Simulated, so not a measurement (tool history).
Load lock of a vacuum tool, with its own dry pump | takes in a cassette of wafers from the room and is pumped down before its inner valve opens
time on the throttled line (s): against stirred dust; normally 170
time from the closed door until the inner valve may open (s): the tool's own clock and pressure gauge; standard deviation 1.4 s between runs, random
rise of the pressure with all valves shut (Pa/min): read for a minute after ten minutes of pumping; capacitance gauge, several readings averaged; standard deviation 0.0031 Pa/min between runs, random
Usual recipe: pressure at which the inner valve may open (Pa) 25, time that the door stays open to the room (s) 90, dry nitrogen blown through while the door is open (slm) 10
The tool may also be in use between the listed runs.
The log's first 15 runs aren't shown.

run,day,time on the throttled line (s),pressure at which the inner valve may open (Pa),time that the door stays open to the room (s),dry nitrogen blown through while the door is open (slm),hours that the pump has run since its overhaul,times that the door has closed on its seal,"incoming humidity of the room's air, %",time from the closed door until the inner valve may open (s),rise of the pressure with all valves shut (Pa/min)
# day 154.142: door's seal changed, seat wiped
16,163.321,87,25,90,10,538,1093,47.8,163.4,0.068
17,176.188,87,25,90,10,847,2625,45.9,162.6,0.076
18,186.454,87,25,176,10,1094,3847,42.2,163.9,0.107
19,199.983,170,28,90,10,1418,5458,46.5,233.5,0.086
20,207.096,170,28,38,10,1589,6304,44.9,237.4,0.072
21,216.033,170,28,38,10,1804,7368,47.6,236.6,0.076
22,230.025,93,21,70,5,2139,9034,44.7,172.8,0.130
23,241.833,93,21,70,5,2423,10440,48.2,171.8,0.143
24,250.325,170,25,235,19,2627,11451,45.5,240.0,0.189
25,256.621,100,22,90,4,2778,12200,47.9,180.3,0.174
26,264.050,301,39,225,11,2956,13085,44.7,348.5,0.224
27,270.729,176,25,27,8,3116,13880,43.6,246.2,0.151
28,285.550,119,25,116,8,3472,15644,43.0,198.0,0.225
29,291.912,119,41,116,8,3625,16402,43.3,190.1,0.238
30,303.446,170,25,33,14,3901,17775,44.2,242.4,0.223
31,309.771,170,24,33,7,4053,18528,45.5,243.6,0.248
32,318.733,245,44,231,38,4268,19595,45.6,303.1,0.289
33,325.204,245,44,231,38,4424,20365,44.8,300.1,0.313
# day 326.854: door's seal changed, seat wiped
34,339.188,245,35,204,38,4758,1468,43.7,300.5,0.061
35,352.871,245,33,204,36,5086,3097,45.5,305.5,0.074

Estimate the outcome of run 36 from the log above:
36,359.750,170,25,90,26,5251,3916,42.3,?,?

{"run 36": {"time from the closed door until the inner valve may open (s)": 244.1, "rise of the pressure with all valves shut (Pa/min)": 0.048}}
If the tool had no hidden condition, the same run with the same run-to-run variation would have returned time from the closed door until the inner valve may open (s) 235.2, rise of the pressure with all valves shut (Pa/min) 0.026.
